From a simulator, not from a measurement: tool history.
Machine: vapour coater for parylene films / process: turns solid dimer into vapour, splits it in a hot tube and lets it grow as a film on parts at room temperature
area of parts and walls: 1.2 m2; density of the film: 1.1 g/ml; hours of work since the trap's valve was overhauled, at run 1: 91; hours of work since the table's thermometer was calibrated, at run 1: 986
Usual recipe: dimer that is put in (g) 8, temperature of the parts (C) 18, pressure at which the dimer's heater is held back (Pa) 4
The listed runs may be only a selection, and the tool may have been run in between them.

| run | day | dimer that is put in (g) | temperature of the parts (C) | pressure at which the dimer's heater is held back (Pa) | hours of work since the trap's valve was overhauled | hours of work since the table's thermometer was calibrated | thickness of the film (um) |
|---|---|---|---|---|---|---|---|
| 1 | 0 | 8 | 18 | 4 | 91 | 986 | 3.84 |
| 2 | 1.562 | 8 | 18 | 4 | 115 | 1010 | 3.89 |
| 3 | 2.633 | 8 | 18 | 4 | 131 | 1026 | 3.87 |
| 4 | 4.225 | 8 | 18 | 4 | 155 | 1050 | 3.86 |
| 5 | 6.129 | 8 | 18 | 4.01 | 184 | 1079 | 3.82 |
| 6 | 7.392 | 8 | 18 | 4 | 203 | 1099 | 3.82 |
| 7 | 9.133 | 8 | 18 | 4 | 230 | 1125 | 3.78 |
| 8 | 10.346 | 8 | 18 | 4 | 249 | 1144 | 3.8 |
| 9 | 11.408 | 8 | 18 | 4 | 265 | 1160 | 3.72 |
| 10 | 12.4 | 8 | 17 | 4 | 280 | 1175 | 3.89 |
| 11 | 13.925 | 8 | 18 | 4.64 | 303 | 1198 | 3.66 |
| 12 | 14.696 | 8 | 18 | 2.05 | 315 | 1210 | 4 |
| 13 | 15.7 | 8 | 18 | 2.05 | 330 | 1225 | 4 |
| 14 | 16.983 | 4 | 18 | 4 | 350 | 1245 | 1.84 |
| 15 | 18.825 | 8 | 18 | 4 | 378 | 1273 | 3.79 |
|  | 19.708 | trap's valve overhauled |
| 16 | 20.338 | 8 | 18 | 4 | 10 | 1293 | 3.99 |
| 17 | 21.2 | 11 | 18 | 4 | 23 | 1307 | 5.43 |
| 18 | 22.579 | 4 | 12 | 2.07 | 44 | 1328 | 2.64 |
| 19 | 24.229 | 8 | 11 | 5.56 | 69 | 1353 | 4.89 |
| 20 | 25.796 | 6 | 18 | 4.4 | 93 | 1377 | 2.84 |
| 21 | 26.954 | 6 | 18 | 4.4 | 111 | 1394 | 2.89 |
| 22 | 28.142 | 6 | 25 | 8.52 | 129 | 1412 | 2.04 |
| 23 | 29.188 | 6 | 25 | 8.52 | 145 | 1428 | 2.07 |
| 24 | 31.038 | 6 | 29 | 5.95 | 173 | 1457 | 1.86 |
| 25 | 32.554 | 5 | 30 | 3.39 | 196 | 1480 | 1.57 |
| 26 | 33.967 | 8 | 12 | 2.64 | 217 | 1501 | 4.95 |
|  | 34.583 | table's thermometer calibrated |
| 27 | 35.888 | 8 | 18 | 2.64 | 246 | 20 | 3.92 |
| 28 | 37.575 | 14 | 14 | 5.98 | 272 | 46 | 7.26 |
| 29 | 39.488 | 8 | 16 | 4 | 301 | 75 | 4.03 |
| 30 | 40.958 | 7 | 16 | 5.24 | 323 | 97 | 3.38 |
| 31 | 42.704 | 5 | 16 | 3.1 | 350 | 124 | 2.51 |

What if the next run were any one of these 3? Each begins from the tool's condition after run 31:
| A | 44.438 | 5 | 10 | 3.9 | 377 | 150 | ? |
| B | 44.438 | 6 | 18 | 4 | 377 | 150 | ? |
| C | 44.438 | 7 | 24 | 3.1 | 377 | 150 | ? |

| run | thickness of the film (um) |
|---|---|
| A | 3.07 |
| B | 2.7 |
| C | 2.66 |
Had the tool no hidden state, the same runs would have come out as:
| run | thickness of the film (um) |
|---|---|
| A | 3.29 |
| B | 2.89 |
| C | 2.85 |

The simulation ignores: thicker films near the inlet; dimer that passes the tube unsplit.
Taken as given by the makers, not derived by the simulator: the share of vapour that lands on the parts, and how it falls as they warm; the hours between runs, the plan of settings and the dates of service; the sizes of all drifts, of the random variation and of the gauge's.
